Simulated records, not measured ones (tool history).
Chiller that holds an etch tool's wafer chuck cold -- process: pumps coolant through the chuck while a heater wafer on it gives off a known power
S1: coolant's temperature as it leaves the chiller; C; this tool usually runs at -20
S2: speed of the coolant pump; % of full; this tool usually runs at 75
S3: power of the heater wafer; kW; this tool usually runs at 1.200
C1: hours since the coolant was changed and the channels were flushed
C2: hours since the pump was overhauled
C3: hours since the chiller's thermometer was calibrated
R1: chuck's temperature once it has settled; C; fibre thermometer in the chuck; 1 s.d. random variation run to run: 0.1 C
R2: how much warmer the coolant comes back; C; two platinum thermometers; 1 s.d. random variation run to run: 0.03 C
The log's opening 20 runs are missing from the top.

-- hour=1953.7 coolant pump overhauled
run 21 hour=1975.7 | S1=-28 S2=97 S3=1.414 | C1=6263 C2=22 C3=3369 | R1=-19.6 R2=3.30
run 22 hour=2047.4 | S1=-28 S2=97 S3=1.414 | C1=6335 C2=94 C3=3441 | R1=-19.5 R2=3.29
run 23 hour=2188.4 | S1=-23 S2=75 S3=0.892 | C1=6476 C2=235 C3=3582 | R1=-16.1 R2=2.76
run 24 hour=2251.6 | S1=-23 S2=75 S3=0.892 | C1=6539 C2=298 C3=3645 | R1=-16.2 R2=2.77
run 25 hour=2337.6 | S1=-27 S2=77 S3=1.106 | C1=6625 C2=384 C3=3731 | R1=-18.6 R2=3.35
run 26 hour=2424.4 | S1=-14 S2=75 S3=1.200 | C1=6712 C2=471 C3=3818 | R1=-4.7 R2=3.79
run 27 hour=2559.7 | S1=-14 S2=75 S3=1.200 | C1=6847 C2=606 C3=3953 | R1=-4.6 R2=3.66
run 28 hour=2631.5 | S1=-20 S2=96 S3=1.200 | C1=6919 C2=678 C3=4025 | R1=-12.8 R2=2.89
-- hour=2653.6 coolant changed, channels flushed
run 29 hour=2774.0 | S1=-18 S2=83 S3=1.721 | C1=120 C2=814 C3=4161 | R1=-6.1 R2=4.77
run 30 hour=2885.7 | S1=-10 S2=93 S3=0.833 | C1=232 C2=926 C3=4273 | R1=-4.7 R2=1.98
run 31 hour=2954.5 | S1=-10 S2=63 S3=1.227 | C1=301 C2=995 C3=4342 | R1=1.2 R2=4.61

Here are 3 independent what-if runs from the current tool condition. What would each one return?
run A hour=3058.4 | S1=-20 S2=68 S3=1.200 | C1=405 C2=1099 C3=4446 | R1=? R2=?
run B hour=3058.4 | S1=-10 S2=63 S3=1.455 | C1=405 C2=1099 C3=4446 | R1=? R2=?
run C hour=3058.4 | S1=-10 S2=76 S3=1.762 | C1=405 C2=1099 C3=4446 | R1=? R2=?

run=A R1=-9.9 R2=4.07
run=B R1=3.1 R2=5.38
run=C R1=3.2 R2=5.36
Stripped of hidden state, with their random variation kept, the same runs would have yielded:
run=A R1=-10.0 R2=4.07
run=B R1=3.1 R2=5.38
run=C R1=3.2 R2=5.36
